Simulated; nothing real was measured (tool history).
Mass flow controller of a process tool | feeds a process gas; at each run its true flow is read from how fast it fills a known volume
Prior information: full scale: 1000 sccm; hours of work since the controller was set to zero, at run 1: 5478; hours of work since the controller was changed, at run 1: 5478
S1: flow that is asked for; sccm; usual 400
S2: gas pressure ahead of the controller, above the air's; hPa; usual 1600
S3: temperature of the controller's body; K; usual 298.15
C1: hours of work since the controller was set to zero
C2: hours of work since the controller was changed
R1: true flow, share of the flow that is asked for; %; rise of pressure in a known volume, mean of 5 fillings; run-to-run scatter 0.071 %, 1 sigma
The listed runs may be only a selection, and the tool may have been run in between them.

run	day	S1	S2	S3	C1	C2	R1
1	0	400	1600	298.15	5478	5478	99.81
2	15.192	400	1600	298.15	5655	5655	99.69
3	25.467	400	1600	298.15	5775	5775	99.75
4	38.308	102	1600	298.15	5925	5925	96.16
5	54.004	102	1600	298.15	6109	6109	96.1
6	62.262	102	1600	298.15	6206	6206	96.02
7	76.433	400	1600	308.15	6371	6371	98.79
8	88.304	400	2250	298.15	6510	6510	100.42
9	98.821	400	1600	302.15	6633	6633	99.4
10	112.262	400	1600	302.15	6790	6790	99.38
11	120.592	132	1600	298.15	6887	6887	96.94
12	127.929	400	1540	298.15	6973	6973	99.71
13	137.033	152	1540	298.15	7080	7080	97.18
14	146.792	152	1540	298.15	7194	7194	97.3
15	160.9	400	1600	298.15	7359	7359	99.81
16	174.333	134	1600	298.15	7516	7516	96.82
17	189.55	400	1600	300.15	7693	7693	99.61
18	200.862	400	1600	300.15	7826	7826	99.59
# day 202.05: controller's zero set anew
19	215.392	400	1600	300.15	156	7995	99.2
20	229.596	400	1600	300.15	322	8161	99.22
21	244.588	164	1600	300.15	497	8337	96.02
22	253.938	164	1450	300.15	607	8446	95.86
23	261.462	400	1600	298.15	695	8534	99.55
24	269.967	400	1600	298.15	794	8633	99.46
# day 275.729: controller's zero set anew, once more
25	283.225	400	1600	298.15	88	8788	101.53
26	297.921	363	1610	298.15	259	8960	101.52
27	313.575	875	2250	300.15	442	9143	102.15
28	326.629	875	1750	300.15	595	9295	101.78
29	333.592	600	2170	298.15	676	9377	102.22
30	349.408	600	2170	298.15	861	9562	102.13
31	358.671	600	2170	298.15	970	9670	102.18
32	372.183	400	2130	297.15	1127	9828	102.19
33	382.171	115	2350	295.15	1244	9945	101.6
34	390.346	158	2040	299.15	1340	10040	101.18
35	405.65	318	1660	295.15	1519	10219	101.96
36	418.967	317	1980	303.15	1674	10375	101.26
37	427.721	317	1980	303.15	1777	10477	101.17
38	436.9	400	1600	307.15	1884	10584	100.57
39	450.167	400	1810	303.15	2039	10740	101.26
40	466.392	823	1600	304.15	2229	10929	101.31
41	480.467	823	1600	304.15	2393	11094	101.45
42	496.638	165	1930	305.15	2582	11283	100.23
43	510.183	534	1600	298.15	2741	11441	101.91
44	516.846	534	1600	298.15	2819	11519	101.8
45	529.508	248	2320	294.15	2967	11667	102.2
46	544.779	248	2320	294.15	3145	11845	102.12
47	551.671	914	1660	304.15	3226	11926	101.63
# day 563.729: controller exchanged for a calibrated one
48	564.85	567	2280	304.15	13	13	99.29
49	579.662	567	2280	304.15	186	186	99.29

What if the next run were any one of these 3? Each begins from the tool's condition after run 49:
A	588.533	186	1970	298.15	290	290	?
B	588.533	247	2150	295.15	290	290	?
C	588.533	631	1850	304.15	290	290	?

run	R1
A	99.44
B	99.95
C	99.07
With the hidden condition removed and each run's random variation left untouched, the same runs would have given:
run	R1
A	99.64
B	100.12
C	99.18
